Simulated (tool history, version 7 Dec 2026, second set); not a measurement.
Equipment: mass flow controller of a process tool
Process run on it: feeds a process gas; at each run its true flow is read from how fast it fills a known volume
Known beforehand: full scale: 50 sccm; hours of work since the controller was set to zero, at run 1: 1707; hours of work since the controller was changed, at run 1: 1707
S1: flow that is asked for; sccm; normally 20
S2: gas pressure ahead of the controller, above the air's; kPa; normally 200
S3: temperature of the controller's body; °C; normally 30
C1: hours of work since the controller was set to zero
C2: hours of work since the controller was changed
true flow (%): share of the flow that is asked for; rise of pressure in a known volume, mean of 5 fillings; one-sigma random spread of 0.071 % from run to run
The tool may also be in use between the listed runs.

{"run": 1, "hour": 0.0, "S1": 20, "S2": 200, "S3": 30, "C1": 1707, "C2": 1707, "true flow (%)": 99.3}
{"run": 2, "hour": 60.9, "S1": 20, "S2": 200, "S3": 30, "C1": 1727, "C2": 1727, "true flow (%)": 99.33}
{"run": 3, "hour": 156.5, "S1": 20, "S2": 200, "S3": 21, "C1": 1759, "C2": 1759, "true flow (%)": 98.43}
{"run": 4, "hour": 216.5, "S1": 20, "S2": 200, "S3": 21, "C1": 1778, "C2": 1778, "true flow (%)": 98.32}
{"run": 5, "hour": 293.8, "S1": 20, "S2": 200, "S3": 21, "C1": 1804, "C2": 1804, "true flow (%)": 98.46}
{"run": 6, "hour": 389.8, "S1": 20, "S2": 200, "S3": 21, "C1": 1835, "C2": 1835, "true flow (%)": 98.45}
{"run": 7, "hour": 466.7, "S1": 20, "S2": 200, "S3": 21, "C1": 1861, "C2": 1861, "true flow (%)": 98.24}
{"run": 8, "hour": 597.6, "S1": 20, "S2": 170, "S3": 30, "C1": 1904, "C2": 1904, "true flow (%)": 99.16}
{"run": 9, "hour": 712.3, "S1": 27, "S2": 200, "S3": 30, "C1": 1941, "C2": 1941, "true flow (%)": 99.59}
{"run": 10, "hour": 784.8, "S1": 27, "S2": 200, "S3": 30, "C1": 1965, "C2": 1965, "true flow (%)": 99.69}
{"run": 11, "hour": 863.6, "S1": 20, "S2": 200, "S3": 30, "C1": 1991, "C2": 1991, "true flow (%)": 99.21}
{"run": 12, "hour": 980.8, "S1": 20, "S2": 200, "S3": 30, "C1": 2029, "C2": 2029, "true flow (%)": 99.27}
{"run": 13, "hour": 1096.3, "S1": 20, "S2": 200, "S3": 30, "C1": 2067, "C2": 2067, "true flow (%)": 99.18}
{"run": 14, "hour": 1179.2, "S1": 20, "S2": 198, "S3": 30, "C1": 2094, "C2": 2094, "true flow (%)": 99.11}
{"run": 15, "hour": 1245.3, "S1": 20, "S2": 198, "S3": 30, "C1": 2116, "C2": 2116, "true flow (%)": 99.17}
{"run": 16, "hour": 1313.0, "S1": 20, "S2": 198, "S3": 30, "C1": 2138, "C2": 2138, "true flow (%)": 99.21}
{"run": 17, "hour": 1397.3, "S1": 20, "S2": 198, "S3": 30, "C1": 2166, "C2": 2166, "true flow (%)": 99.27}
{"run": 18, "hour": 1456.3, "S1": 20, "S2": 198, "S3": 30, "C1": 2185, "C2": 2185, "true flow (%)": 99.21}
{"run": 19, "hour": 1521.8, "S1": 20, "S2": 198, "S3": 30, "C1": 2207, "C2": 2207, "true flow (%)": 99.21}
{"run": 20, "hour": 1611.1, "S1": 20, "S2": 198, "S3": 30, "C1": 2236, "C2": 2236, "true flow (%)": 99.26}
{"run": 21, "hour": 1728.2, "S1": 20, "S2": 200, "S3": 26, "C1": 2275, "C2": 2275, "true flow (%)": 98.89}
{"run": 22, "hour": 1785.1, "S1": 20, "S2": 200, "S3": 26, "C1": 2293, "C2": 2293, "true flow (%)": 98.91}
{"run": 23, "hour": 1857.2, "S1": 20, "S2": 200, "S3": 26, "C1": 2317, "C2": 2317, "true flow (%)": 98.86}
{"run": 24, "hour": 1964.3, "S1": 20, "S2": 200, "S3": 26, "C1": 2352, "C2": 2352, "true flow (%)": 98.77}
{"run": 25, "hour": 2069.8, "S1": 20, "S2": 200, "S3": 26, "C1": 2387, "C2": 2387, "true flow (%)": 98.89}
{"run": 26, "hour": 2151.5, "S1": 20, "S2": 208, "S3": 31, "C1": 2414, "C2": 2414, "true flow (%)": 99.34}
{"run": 27, "hour": 2250.5, "S1": 38, "S2": 208, "S3": 31, "C1": 2446, "C2": 2446, "true flow (%)": 100.23}
{"run": 28, "hour": 2355.4, "S1": 38, "S2": 208, "S3": 31, "C1": 2480, "C2": 2480, "true flow (%)": 100.3}
{"run": 29, "hour": 2438.5, "S1": 38, "S2": 267, "S3": 23, "C1": 2508, "C2": 2508, "true flow (%)": 99.69}
{"run": 30, "hour": 2534.8, "S1": 15, "S2": 166, "S3": 23, "C1": 2539, "C2": 2539, "true flow (%)": 97.92}
{"run": 31, "hour": 2622.0, "S1": 15, "S2": 166, "S3": 23, "C1": 2568, "C2": 2568, "true flow (%)": 98.06}
{"run": 32, "hour": 2701.9, "S1": 6, "S2": 250, "S3": 29, "C1": 2594, "C2": 2594, "true flow (%)": 96.84}
{"run": 33, "hour": 2828.2, "S1": 10, "S2": 200, "S3": 30, "C1": 2636, "C2": 2636, "true flow (%)": 98.21}
{"run": 34, "hour": 2954.2, "S1": 10, "S2": 200, "S3": 30, "C1": 2677, "C2": 2677, "true flow (%)": 97.99}
{"run": 35, "hour": 3055.9, "S1": 10, "S2": 200, "S3": 30, "C1": 2710, "C2": 2710, "true flow (%)": 98.01}
{"run": 36, "hour": 3179.7, "S1": 8, "S2": 200, "S3": 24, "C1": 2751, "C2": 2751, "true flow (%)": 96.97}
{"run": 37, "hour": 3234.9, "S1": 5, "S2": 238, "S3": 22, "C1": 2769, "C2": 2769, "true flow (%)": 95.26}
{"run": 38, "hour": 3334.8, "S1": 9, "S2": 143, "S3": 26, "C1": 2802, "C2": 2802, "true flow (%)": 97.14}
{"run": 39, "hour": 3465.9, "S1": 42, "S2": 200, "S3": 26, "C1": 2845, "C2": 2845, "true flow (%)": 100.01}
{"run": 40, "hour": 3532.2, "S1": 12, "S2": 219, "S3": 30, "C1": 2867, "C2": 2867, "true flow (%)": 98.44}
{"run": 41, "hour": 3636.8, "S1": 11, "S2": 200, "S3": 30, "C1": 2901, "C2": 2901, "true flow (%)": 98.17}
{"run": 42, "hour": 3694.2, "S1": 25, "S2": 200, "S3": 30, "C1": 2920, "C2": 2920, "true flow (%)": 99.63}
{"run": 43, "hour": 3815.4, "S1": 20, "S2": 265, "S3": 26, "C1": 2960, "C2": 2960, "true flow (%)": 99.03}
{"run": 44, "hour": 3872.3, "S1": 24, "S2": 187, "S3": 30, "C1": 2978, "C2": 2978, "true flow (%)": 99.46}
{"run": 45, "hour": 3963.7, "S1": 7, "S2": 200, "S3": 29, "C1": 3008, "C2": 3008, "true flow (%)": 96.91}
{"run": 46, "hour": 4073.1, "S1": 15, "S2": 268, "S3": 40, "C1": 3044, "C2": 3044, "true flow (%)": 99.89}
{"run": 47, "hour": 4163.3, "S1": 9, "S2": 200, "S3": 30, "C1": 3074, "C2": 3074, "true flow (%)": 97.74}
{"run": 48, "hour": 4292.9, "S1": 18, "S2": 228, "S3": 23, "C1": 3116, "C2": 3116, "true flow (%)": 98.46}
{"run": 49, "hour": 4406.9, "S1": 14, "S2": 267, "S3": 30, "C1": 3154, "C2": 3154, "true flow (%)": 98.81}

Each row is a separate what-if for the run after 49, all from the same tool condition, not one after another. Results?
{"run": "A", "hour": 4461.6, "S1": 20, "S2": 208, "S3": 30, "C1": 3172, "C2": 3172, "true flow (%)": "?"}
{"run": "B", "hour": 4461.6, "S1": 8, "S2": 211, "S3": 30, "C1": 3172, "C2": 3172, "true flow (%)": "?"}
{"run": "C", "hour": 4461.6, "S1": 5, "S2": 207, "S3": 30, "C1": 3172, "C2": 3172, "true flow (%)": "?"}

run=A true_flow_(%)=99.24
run=B true_flow_(%)=97.32
run=C true_flow_(%)=95.67
Without the tool's hidden state the same runs would have given:
run=A true_flow_(%)=99.63
run=B true_flow_(%)=99.28
run=C true_flow_(%)=99.20
